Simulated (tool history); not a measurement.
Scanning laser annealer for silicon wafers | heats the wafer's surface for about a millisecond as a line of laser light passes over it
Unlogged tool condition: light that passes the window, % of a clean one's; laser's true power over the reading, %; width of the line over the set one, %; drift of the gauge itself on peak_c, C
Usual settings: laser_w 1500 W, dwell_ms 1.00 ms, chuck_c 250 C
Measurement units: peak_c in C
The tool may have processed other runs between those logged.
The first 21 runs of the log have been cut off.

run	hour	laser_w	dwell_ms	chuck_c	hours of work since the window was cleaned	hours of work since the power meter was calibrated	hours of work since the optics were aligned	peak_c
22	865.5	1500	0.82	250	137	1873	855	989
23	920.5	1500	0.82	250	169	1905	887	991
24	958.4	1559	1.00	264	192	1927	910	1122
25	990.0	1559	0.83	219	210	1946	928	995
26	1038.9	1453	1.00	260	239	1974	957	1060
27	1089.6	1453	0.88	260	268	2004	987	1009
28	1121.1	1612	0.88	239	287	2022	1005	1065
29	1163.8	1533	1.00	282	312	2047	1030	1129
30	1201.2	1572	0.82	263	334	2069	1052	1042
31	1227.2	1324	0.78	263	349	2085	1067	904
32	1280.1	1544	0.80	266	380	2116	1098	1020
33	1310.8	1331	0.87	276	398	2134	1116	958
34	1339.4	1331	0.87	276	415	2150	1133	960
35	1390.6	1331	1.04	266	445	2180	1163	1021
36	1431.5	1500	0.75	250	469	2204	1187	959

Branching from run 36: 4 alternative next runs. What would each branch give?
A	1478.9	1458	1.00	235	496	2232	1215	?
B	1478.9	1636	1.00	282	496	2232	1215	?
C	1478.9	1500	0.75	264	496	2232	1215	?
D	1478.9	1366	0.83	250	496	2232	1215	?

run	peak_c
A	1039
B	1183
C	974
D	933
Without the tool's hidden state the same runs would have given:
run	peak_c
A	1040
B	1184
C	974
D	933
